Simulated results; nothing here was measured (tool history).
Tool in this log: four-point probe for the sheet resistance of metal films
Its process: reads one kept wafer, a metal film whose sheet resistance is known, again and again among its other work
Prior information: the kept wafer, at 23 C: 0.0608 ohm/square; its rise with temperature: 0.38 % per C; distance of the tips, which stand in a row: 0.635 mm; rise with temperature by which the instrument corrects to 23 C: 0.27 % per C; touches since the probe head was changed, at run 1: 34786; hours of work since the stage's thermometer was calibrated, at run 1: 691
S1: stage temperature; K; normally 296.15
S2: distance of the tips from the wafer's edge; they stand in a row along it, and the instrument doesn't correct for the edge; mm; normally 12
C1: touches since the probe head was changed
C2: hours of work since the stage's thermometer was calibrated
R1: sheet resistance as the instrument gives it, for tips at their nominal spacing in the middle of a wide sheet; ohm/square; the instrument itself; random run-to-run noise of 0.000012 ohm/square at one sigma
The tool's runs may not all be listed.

run	day	S1	S2	C1	C2	R1
1	0	296.15	12	34786	691	0.061187
2	3.208	296.15	3	37631	746	0.062565
3	4.875	296.15	3	39108	775	0.062566
4	7.817	296.15	3	41714	825	0.062578
5	9.779	296.15	3	43452	859	0.0626
6	12.946	296.15	12	46257	913	0.06126
7	15.975	296.15	12	48943	965	0.06126
8	18.946	296.15	12	51575	1017	0.061276
9	21.733	296.15	12	54049	1065	0.06131
10	23.867	296.15	12	55938	1101	0.06132
11	25.367	296.15	12	57267	1127	0.061338
12	26.938	296.15	12	58657	1154	0.06133
13	30.367	296.15	9	61700	1213	0.0614
14	33.012	292.15	34	64045	1259	0.06099
15	34.912	304.15	33	65727	1291	0.061795
16	37.146	294.15	42	67708	1330	0.061138
17	38.746	294.15	42	69125	1357	0.061158
18	40.875	293.15	4	71013	1394	0.061919
# day 41.642: stage's thermometer calibrated
19	43.512	291.15	8	73332	32	0.06104
20	45.671	291.15	8	75241	69	0.06106
# day 46.346: new probe head fitted
21	48.746	291.15	8	2127	122	0.060832
22	50.783	299.15	38	3933	157	0.061188
23	54.196	304.15	19	6957	215	0.061579
24	57.408	304.15	19	9806	271	0.061585
25	60.671	307.15	18	12697	327	0.061814
26	63.308	302.15	3	15035	372	0.062879

Consider 3 possible next runs. They are alternatives, not a sequence: every one starts from the tool as it was left by run 26. What does each give?
A	65.412	297.15	5	16898	408	?
B	65.412	301.15	12	16898	408	?
C	65.412	296.15	12	16898	408	?

run	R1
A	0.06165
B	0.061526
C	0.06113
With the hidden condition removed and each run's random variation left untouched, the same runs would have given:
run	R1
A	0.061388
B	0.061266
C	0.060871

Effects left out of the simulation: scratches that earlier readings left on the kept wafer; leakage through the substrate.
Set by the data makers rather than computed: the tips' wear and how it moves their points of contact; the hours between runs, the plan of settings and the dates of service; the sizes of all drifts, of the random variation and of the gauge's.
